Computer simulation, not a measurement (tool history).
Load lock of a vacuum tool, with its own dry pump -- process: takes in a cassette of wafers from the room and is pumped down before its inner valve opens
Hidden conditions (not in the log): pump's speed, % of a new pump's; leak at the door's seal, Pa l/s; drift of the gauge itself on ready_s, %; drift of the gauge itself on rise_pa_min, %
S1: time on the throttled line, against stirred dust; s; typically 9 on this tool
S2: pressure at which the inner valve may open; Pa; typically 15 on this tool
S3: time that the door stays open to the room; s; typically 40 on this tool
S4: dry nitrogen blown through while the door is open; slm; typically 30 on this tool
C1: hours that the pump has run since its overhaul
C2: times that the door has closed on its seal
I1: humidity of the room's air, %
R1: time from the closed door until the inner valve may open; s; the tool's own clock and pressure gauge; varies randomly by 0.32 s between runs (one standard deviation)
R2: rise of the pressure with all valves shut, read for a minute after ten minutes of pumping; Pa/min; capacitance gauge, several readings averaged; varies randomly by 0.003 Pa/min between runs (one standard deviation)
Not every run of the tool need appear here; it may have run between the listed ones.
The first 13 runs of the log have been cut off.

run 14 hour=7014.7 | S1=9 S2=11 S3=40 S4=30 | C1=8211 C2=5415 | I1=48.9 | R1=20.1 R2=0.052
run 15 hour=7318.1 | S1=9 S2=15 S3=40 S4=30 | C1=8514 C2=6154 | I1=45.1 | R1=18.6 R2=0.053
run 16 hour=7932.6 | S1=9 S2=15 S3=40 S4=30 | C1=9128 C2=7650 | I1=42.4 | R1=19.0 R2=0.050
run 17 hour=8576.2 | S1=9 S2=15 S3=40 S4=30 | C1=9772 C2=9217 | I1=43.0 | R1=18.7 R2=0.050
run 18 hour=9140.3 | S1=9 S2=15 S3=40 S4=30 | C1=10336 C2=10591 | I1=45.3 | R1=19.5 R2=0.050
run 19 hour=9833.5 | S1=9 S2=15 S3=40 S4=30 | C1=11029 C2=12279 | I1=46.2 | R1=18.6 R2=0.048
run 20 hour=10525.0 | S1=12 S2=11 S3=40 S4=30 | C1=11721 C2=13963 | I1=47.8 | R1=21.5 R2=0.055
run 21 hour=11163.1 | S1=8 S2=11 S3=40 S4=7 | C1=12359 C2=15517 | I1=44.2 | R1=18.9 R2=0.076
run 22 hour=11824.0 | S1=10 S2=15 S3=27 S4=40 | C1=13020 C2=17126 | I1=43.0 | R1=19.7 R2=0.034
run 23 hour=12489.3 | S1=9 S2=21 S3=40 S4=30 | C1=13685 C2=18746 | I1=44.0 | R1=18.4 R2=0.044
run 24 hour=12804.8 | S1=9 S2=15 S3=40 S4=16 | C1=14001 C2=19515 | I1=42.7 | R1=18.7 R2=0.062
run 25 hour=13498.4 | S1=9 S2=15 S3=40 S4=16 | C1=14694 C2=21204 | I1=43.3 | R1=18.6 R2=0.060
run 26 hour=14180.1 | S1=9 S2=15 S3=40 S4=16 | C1=15376 C2=22864 | I1=42.7 | R1=18.9 R2=0.065
-- hour=14409.0 dry pump taken out, an overhauled one fitted
run 27 hour=14833.3 | S1=16 S2=23 S3=40 S4=30 | C1=424 C2=24440 | I1=49.8 | R1=23.9 R2=0.049
run 28 hour=15155.8 | S1=13 S2=17 S3=36 S4=30 | C1=747 C2=25225 | I1=46.3 | R1=22.0 R2=0.048
run 29 hour=15490.5 | S1=13 S2=17 S3=36 S4=26 | C1=1081 C2=26040 | I1=49.4 | R1=21.8 R2=0.054
run 30 hour=15782.5 | S1=10 S2=15 S3=40 S4=30 | C1=1374 C2=26752 | I1=45.1 | R1=19.7 R2=0.051
run 31 hour=16229.3 | S1=10 S2=15 S3=40 S4=30 | C1=1820 C2=27840 | I1=46.8 | R1=19.8 R2=0.052
run 32 hour=16813.1 | S1=8 S2=15 S3=40 S4=35 | C1=2404 C2=29261 | I1=42.9 | R1=18.2 R2=0.042
run 33 hour=17459.0 | S1=13 S2=26 S3=40 S4=30 | C1=3050 C2=30834 | I1=44.0 | R1=21.5 R2=0.047
run 34 hour=18020.6 | S1=13 S2=26 S3=40 S4=30 | C1=3612 C2=32202 | I1=44.4 | R1=21.5 R2=0.053
run 35 hour=18659.6 | S1=9 S2=16 S3=40 S4=30 | C1=4251 C2=33758 | I1=45.8 | R1=19.1 R2=0.052
run 36 hour=19292.3 | S1=9 S2=16 S3=40 S4=5 | C1=4883 C2=35299 | I1=44.0 | R1=19.3 R2=0.078
run 37 hour=19935.7 | S1=13 S2=11 S3=40 S4=30 | C1=5527 C2=36866 | I1=47.9 | R1=22.1 R2=0.052
run 38 hour=20524.9 | S1=9 S2=15 S3=28 S4=30 | C1=6116 C2=38300 | I1=45.1 | R1=19.0 R2=0.037

Branching from run 38: 3 alternative next runs. What would each branch give?
run A hour=21200.9 | S1=13 S2=24 S3=28 S4=13 | C1=6792 C2=39947 | I1=48.1 | R1=? R2=?
run B hour=21200.9 | S1=18 S2=15 S3=27 S4=5 | C1=6792 C2=39947 | I1=42.9 | R1=? R2=?
run C hour=21200.9 | S1=9 S2=15 S3=40 S4=12 | C1=6792 C2=39947 | I1=43.9 | R1=? R2=?

run=A R1=21.2 R2=0.051
run=B R1=26.3 R2=0.060
run=C R1=18.8 R2=0.065
Without the tool's unlogged condition, the same runs would have read:
run=A R1=21.2 R2=0.049
run=B R1=26.3 R2=0.058
run=C R1=18.8 R2=0.063

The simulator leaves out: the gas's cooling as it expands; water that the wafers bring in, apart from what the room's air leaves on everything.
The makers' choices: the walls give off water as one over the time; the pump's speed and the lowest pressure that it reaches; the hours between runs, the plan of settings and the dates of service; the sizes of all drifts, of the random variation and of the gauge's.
